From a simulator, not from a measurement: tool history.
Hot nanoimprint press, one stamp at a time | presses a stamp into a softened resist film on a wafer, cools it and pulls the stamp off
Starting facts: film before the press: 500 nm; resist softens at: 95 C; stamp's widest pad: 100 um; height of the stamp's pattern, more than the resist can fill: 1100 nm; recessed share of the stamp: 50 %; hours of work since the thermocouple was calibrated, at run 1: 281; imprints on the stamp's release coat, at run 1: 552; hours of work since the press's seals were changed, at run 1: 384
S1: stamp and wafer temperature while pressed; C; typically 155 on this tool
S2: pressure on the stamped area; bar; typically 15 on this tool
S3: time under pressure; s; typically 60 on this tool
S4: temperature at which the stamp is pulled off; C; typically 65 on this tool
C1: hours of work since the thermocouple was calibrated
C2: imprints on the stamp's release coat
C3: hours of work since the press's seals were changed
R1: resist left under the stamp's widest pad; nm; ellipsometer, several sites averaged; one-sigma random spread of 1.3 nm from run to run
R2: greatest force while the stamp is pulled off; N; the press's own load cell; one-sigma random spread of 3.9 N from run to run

run 1 hour=0 | S1=155 S2=15 S3=60 S4=65 | C1=281 C2=552 C3=384 | R1=197.2 R2=197
run 2 hour=45.6 | S1=155 S2=15 S3=60 S4=65 | C1=313 C2=760 C3=417 | R1=198 R2=210
run 3 hour=87.3 | S1=155 S2=15 S3=60 S4=65 | C1=343 C2=951 C3=446 | R1=194.2 R2=216
run 4 hour=129.1 | S1=155 S2=15 S3=60 S4=65 | C1=373 C2=1142 C3=476 | R1=195.5 R2=223
run 5 hour=156.6 | S1=155 S2=15 S3=60 S4=65 | C1=392 C2=1268 C3=496 | R1=194.2 R2=219
-- hour=176.9 plate thermocouple calibrated
run 6 hour=211.9 | S1=153 S2=15 S3=60 S4=65 | C1=25 C2=1507 C3=533 | R1=226.7 R2=235
run 7 hour=239.5 | S1=155 S2=15 S3=60 S4=65 | C1=45 C2=1634 C3=553 | R1=207 R2=229
run 8 hour=286.4 | S1=155 S2=15 S3=60 S4=65 | C1=78 C2=1848 C3=586 | R1=205.5 R2=250
run 9 hour=323.1 | S1=155 S2=15 S3=60 S4=65 | C1=104 C2=2016 C3=613 | R1=203.4 R2=237
-- hour=375.3 stamp cleaned and given a new release coat
run 10 hour=375.3 | S1=155 S2=15 S3=60 S4=65 | C1=137 C2=0 C3=646 | R1=206.3 R2=181
run 11 hour=401.9 | S1=155 S2=15 S3=60 S4=65 | C1=156 C2=122 C3=664 | R1=203.1 R2=192
run 12 hour=458.7 | S1=155 S2=15 S3=52 S4=65 | C1=197 C2=381 C3=705 | R1=214.5 R2=201
run 13 hour=485 | S1=155 S2=15 S3=60 S4=65 | C1=215 C2=502 C3=724 | R1=200 R2=194
run 14 hour=515.6 | S1=155 S2=15 S3=60 S4=65 | C1=237 C2=642 C3=746 | R1=200.2 R2=202
run 15 hour=569.4 | S1=155 S2=15 S3=60 S4=65 | C1=276 C2=888 C3=784 | R1=199.2 R2=212
run 16 hour=605 | S1=155 S2=15 S3=60 S4=67 | C1=301 C2=1051 C3=809 | R1=195.6 R2=208
run 17 hour=643.9 | S1=155 S2=11.4 S3=31 S4=56 | C1=329 C2=1229 C3=837 | R1=279 R2=242
run 18 hour=671.8 | S1=155 S2=11.4 S3=31 S4=56 | C1=349 C2=1356 C3=857 | R1=278.7 R2=255
run 19 hour=703 | S1=155 S2=9.8 S3=35 S4=50 | C1=371 C2=1499 C3=879 | R1=287.1 R2=264
-- hour=753.8 plate thermocouple calibrated
run 20 hour=760.4 | S1=155 S2=16.1 S3=49 S4=65 | C1=5 C2=1748 C3=918 | R1=219.6 R2=242
run 21 hour=812.1 | S1=155 S2=14.1 S3=60 S4=64 | C1=42 C2=1985 C3=955 | R1=215.5 R2=252
run 22 hour=854.8 | S1=163 S2=9.2 S3=60 S4=60 | C1=72 C2=2180 C3=985 | R1=181.3 R2=269
-- hour=870.4 stamp cleaned and given a new release coat
run 23 hour=917.8 | S1=163 S2=9.2 S3=60 S4=60 | C1=113 C2=217 C3=1026 | R1=181 R2=203
run 24 hour=971.9 | S1=163 S2=16.5 S3=40 S4=65 | C1=151 C2=464 C3=1064 | R1=157 R2=201
run 25 hour=1032.1 | S1=163 S2=16.5 S3=40 S4=65 | C1=194 C2=740 C3=1107 | R1=155.2 R2=211
run 26 hour=1090.7 | S1=163 S2=16.5 S3=40 S4=65 | C1=236 C2=1008 C3=1149 | R1=155.3 R2=219
-- hour=1117 press's hydraulic seals changed and the load cell set to zero
run 27 hour=1153 | S1=163 S2=16.5 S3=40 S4=65 | C1=275 C2=1256 C3=26 | R1=145.7 R2=222
run 28 hour=1215.7 | S1=149 S2=15 S3=52 S4=61 | C1=319 C2=1543 C3=70 | R1=270 R2=240
run 29 hour=1242.6 | S1=149 S2=11.1 S3=33 S4=65 | C1=339 C2=1666 C3=90 | R1=347.3 R2=233

Subtracting, for every run, the result it would have given without the tool's unlogged condition from the measured result gives the following. The same run-to-run variation enters both numbers; the gauge's scatter may not:
Hidden state present: true temperature over the reading, C; pressure that arrives at the usual setting, %; grip of the stamp's worn release coat, % over a new coat's; drift of the gauge itself on residual_nm, %; drift of the gauge itself on pull_off_n, %.
run=1 R1=-5.5 R2=+14
run=2 R1=-6.6 R2=+20
run=3 R1=-7.4 R2=+26
run=4 R1=-8.4 R2=+31
run=5 R1=-9 R2=+34
run=6 R1=+5.1 R2=+46
run=7 R1=+4.2 R2=+49
run=8 R1=+3.1 R2=+57
run=9 R1=+2.2 R2=+59
run=10 R1=+1.1 R2=-1
run=11 R1=+0.4 R2=+3
run=12 R1=-1 R2=+10
run=13 R1=-1.6 R2=+12
run=14 R1=-2.3 R2=+16
run=15 R1=-3.6 R2=+24
run=16 R1=-4.4 R2=+27
run=17 R1=-8.2 R2=+37
run=18 R1=-9 R2=+43
run=19 R1=-10.9 R2=+49
run=20 R1=+8.5 R2=+54
run=21 R1=+6.3 R2=+62
run=22 R1=+2.4 R2=+71
run=23 R1=+1.1 R2=+5
run=24 R1=+3.2 R2=+13
run=25 R1=+2.2 R2=+20
run=26 R1=+1.4 R2=+28
run=27 R1=-7.3 R2=+34
run=28 R1=-15.2 R2=+46
run=29 R1=-15.6 R2=+47
